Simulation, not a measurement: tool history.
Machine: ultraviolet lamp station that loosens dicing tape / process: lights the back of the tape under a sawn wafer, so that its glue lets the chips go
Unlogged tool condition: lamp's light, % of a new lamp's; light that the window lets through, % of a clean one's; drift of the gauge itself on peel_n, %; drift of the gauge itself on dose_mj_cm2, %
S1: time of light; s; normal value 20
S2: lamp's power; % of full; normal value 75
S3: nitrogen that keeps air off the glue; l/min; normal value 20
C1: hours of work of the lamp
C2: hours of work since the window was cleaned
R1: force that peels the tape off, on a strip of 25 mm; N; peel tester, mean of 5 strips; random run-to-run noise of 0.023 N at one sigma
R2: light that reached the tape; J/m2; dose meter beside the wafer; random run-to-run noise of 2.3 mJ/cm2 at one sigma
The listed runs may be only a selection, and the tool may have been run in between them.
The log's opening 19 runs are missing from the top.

run 20 hour=196.0 | S1=30 S2=75 S3=20 | C1=164 C2=22 | R1=0.503 R2=3090
run 21 hour=209.2 | S1=21 S2=75 S3=20 | C1=173 C2=31 | R1=1.117 R2=2190
run 22 hour=224.6 | S1=21 S2=75 S3=20 | C1=184 C2=42 | R1=1.147 R2=2180
run 23 hour=232.8 | S1=21 S2=86 S3=12 | C1=190 C2=48 | R1=1.114 R2=2480
run 24 hour=247.1 | S1=11 S2=96 S3=22 | C1=200 C2=58 | R1=2.427 R2=1440
run 25 hour=259.7 | S1=17 S2=75 S3=18 | C1=209 C2=66 | R1=1.828 R2=1690
run 26 hour=266.3 | S1=17 S2=75 S3=18 | C1=213 C2=71 | R1=1.841 R2=1710
run 27 hour=274.2 | S1=38 S2=76 S3=8 | C1=219 C2=77 | R1=0.509 R2=3820
run 28 hour=285.7 | S1=38 S2=96 S3=10 | C1=227 C2=85 | R1=0.287 R2=4920
run 29 hour=292.5 | S1=10 S2=95 S3=20 | C1=231 C2=89 | R1=2.894 R2=1260
run 30 hour=306.9 | S1=34 S2=79 S3=20 | C1=241 C2=99 | R1=0.372 R2=3560
run 31 hour=321.6 | S1=11 S2=75 S3=25 | C1=252 C2=110 | R1=3.309 R2=1080
run 32 hour=329.8 | S1=13 S2=75 S3=17 | C1=257 C2=115 | R1=2.850 R2=1300
run 33 hour=340.2 | S1=20 S2=75 S3=11 | C1=265 C2=123 | R1=1.780 R2=1970
run 34 hour=349.0 | S1=20 S2=75 S3=11 | C1=271 C2=129 | R1=1.871 R2=1970
run 35 hour=359.2 | S1=23 S2=60 S3=30 | C1=278 C2=136 | R1=1.438 R2=1790
run 36 hour=368.3 | S1=31 S2=60 S3=30 | C1=284 C2=142 | R1=0.767 R2=2390
run 37 hour=383.1 | S1=31 S2=60 S3=30 | C1=295 C2=153 | R1=0.773 R2=2370
run 38 hour=395.7 | S1=20 S2=75 S3=18 | C1=303 C2=161 | R1=1.420 R2=1950
run 39 hour=406.2 | S1=18 S2=98 S3=6 | C1=311 C2=169 | R1=1.805 R2=2260
run 40 hour=412.8 | S1=18 S2=98 S3=6 | C1=315 C2=173 | R1=1.830 R2=2240
run 41 hour=421.7 | S1=20 S2=76 S3=36 | C1=322 C2=180 | R1=1.106 R2=1960
run 42 hour=435.2 | S1=20 S2=76 S3=36 | C1=331 C2=189 | R1=1.133 R2=1970

Predict each of these 3 candidate next runs independently; none follows another, all start after run 42:
run A hour=441.5 | S1=20 S2=76 S3=23 | C1=335 C2=193 | R1=? R2=?
run B hour=441.5 | S1=27 S2=69 S3=9 | C1=335 C2=193 | R1=? R2=?
run C hour=441.5 | S1=22 S2=75 S3=10 | C1=335 C2=193 | R1=? R2=?

run=A R1=1.422 R2=1960
run=B R1=1.390 R2=2400
run=C R1=1.629 R2=2120
Without the tool's unlogged condition, the same runs would have read:
run=A R1=1.078 R2=2240
run=B R1=1.054 R2=2740
run=C R1=1.256 R2=2420
